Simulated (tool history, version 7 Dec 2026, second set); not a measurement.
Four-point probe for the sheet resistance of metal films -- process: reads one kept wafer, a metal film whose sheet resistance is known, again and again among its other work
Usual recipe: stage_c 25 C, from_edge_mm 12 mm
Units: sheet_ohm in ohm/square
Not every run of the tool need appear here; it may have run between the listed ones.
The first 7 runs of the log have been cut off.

run,day,stage_c,from_edge_mm,sheet_ohm
8,9.183,25,12,0.03385
9,9.979,25,12,0.033844
10,11.238,18,12,0.03378
11,12.392,18,12,0.033771
12,13.212,18,7,0.034162
13,13.992,18,7,0.034161
14,15.767,18,7,0.034152
15,16.683,25,34,0.033654
16,18.521,25,34,0.033651
17,19.579,25,68,0.033631
18,21.4,25,68,0.033619
19,22.712,25,68,0.033624
20,23.821,25,68,0.033626
21,24.967,25,68,0.033624
# day 25.142: stage's thermometer calibrated
22,26.15,25,12,0.033826
23,27.688,25,12,0.033828
24,28.85,25,12,0.033833
# day 30.108: stage's thermometer calibrated, once more
25,30.292,32,9,0.033969
26,31.717,32,9,0.033968

Forecast run 27:
27,33.292,29,48,?

Run 27 came out at sheet_ohm 0.033611 ohm/square.
Without the tool's hidden state the same run would have given sheet_ohm 0.033364 ohm/square.
